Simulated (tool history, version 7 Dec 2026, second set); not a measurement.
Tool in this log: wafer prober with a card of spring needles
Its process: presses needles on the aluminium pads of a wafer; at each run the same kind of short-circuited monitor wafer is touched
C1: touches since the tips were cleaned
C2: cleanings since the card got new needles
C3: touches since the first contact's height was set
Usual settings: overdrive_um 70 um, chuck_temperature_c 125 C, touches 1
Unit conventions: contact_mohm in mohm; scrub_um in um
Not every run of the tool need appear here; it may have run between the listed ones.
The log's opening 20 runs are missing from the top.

Run 21, day 7.792: usual settings but overdrive_um 63 um, chuck_temperature_c 26 C; C1 4769; C2 7; C3 64064. Result: contact_mohm 244 mohm, scrub_um 14.89 um.
Run 22, day 8.221: usual settings but overdrive_um 56 um, chuck_temperature_c 33 C; C1 7276; C2 7; C3 66571. Result: contact_mohm 295 mohm, scrub_um 13.23 um.
At day 8.367: tips cleaned on abrasive film.
Run 23, day 8.742: usual settings but overdrive_um 52 um, chuck_temperature_c 37 C, touches 2; C1 2198; C2 8; C3 69584. Result: contact_mohm 206 mohm, scrub_um 12.26 um.
Run 24, day 8.967: usual settings but chuck_temperature_c 47 C, touches 2; C1 3532; C2 8; C3 70918. Result: contact_mohm 197 mohm, scrub_um 16.52 um.
Run 25, day 9.271: usual settings but chuck_temperature_c 35 C; C1 5291; C2 8; C3 72677. Result: contact_mohm 238 mohm, scrub_um 16.56 um.
At day 9.762: tips cleaned on abrasive film.
Run 26, day 9.771: usual settings but overdrive_um 60 um, chuck_temperature_c 99 C, touches 2; C1 55; C2 9; C3 75603. Result: contact_mohm 177 mohm, scrub_um 14.15 um.
Run 27, day 10.242: usual settings but overdrive_um 56 um; C1 2804; C2 9; C3 78352. Result: contact_mohm 241 mohm, scrub_um 13.20 um.
Run 28, day 10.529: usual settings but overdrive_um 50 um, chuck_temperature_c 44 C, touches 2; C1 4488; C2 9; C3 80036. Result: contact_mohm 239 mohm, scrub_um 11.77 um.
Run 29, day 10.854: usual settings but overdrive_um 61 um, chuck_temperature_c 43 C; C1 6374; C2 9; C3 81922. Result: contact_mohm 268 mohm, scrub_um 14.40 um.
At day 11.150: tips cleaned on abrasive film.
Run 30, day 11.150: usual settings but chuck_temperature_c 35 C; C1 0; C2 10; C3 83643. Result: contact_mohm 163 mohm, scrub_um 16.51 um.
Run 31, day 11.396: usual settings but chuck_temperature_c 35 C; C1 1443; C2 10; C3 85086. Result: contact_mohm 187 mohm, scrub_um 16.50 um.
Run 32, day 11.788: usual settings but overdrive_um 71 um, touches 3; C1 3737; C2 10; C3 87380. Result: contact_mohm 190 mohm, scrub_um 16.76 um.
Run 33, day 12.175: usual settings but overdrive_um 83 um, chuck_temperature_c 29 C; C1 6002; C2 10; C3 89645. Result: contact_mohm 215 mohm, scrub_um 19.61 um.
At day 12.533: tips cleaned on abrasive film.
Run 34, day 12.658: usual settings but overdrive_um 78 um, chuck_temperature_c 76 C, touches 2; C1 733; C2 11; C3 92454. Result: contact_mohm 171 mohm, scrub_um 18.41 um.

Predict each of these 3 candidate next runs independently; none follows another, all start after run 34:
Run A, day 13.158: usual settings but overdrive_um 60 um, chuck_temperature_c 99 C; C1 3658; C2 11; C3 95379. Result: contact_mohm ?, scrub_um ?.
Run B, day 13.158: usual settings but chuck_temperature_c 36 C; C1 3658; C2 11; C3 95379. Result: contact_mohm ?, scrub_um ?.
Run C, day 13.158: usual settings but overdrive_um 78 um, touches 2; C1 3658; C2 11; C3 95379. Result: contact_mohm ?, scrub_um ?.

run  contact_mohm  scrub_um
  A           244     14.13
  B           222     16.47
  C           199     18.42
Without the tool's hidden state the same runs would have given:
run  contact_mohm  scrub_um
  A           167     14.25
  B           157     16.58
  C           171     18.54
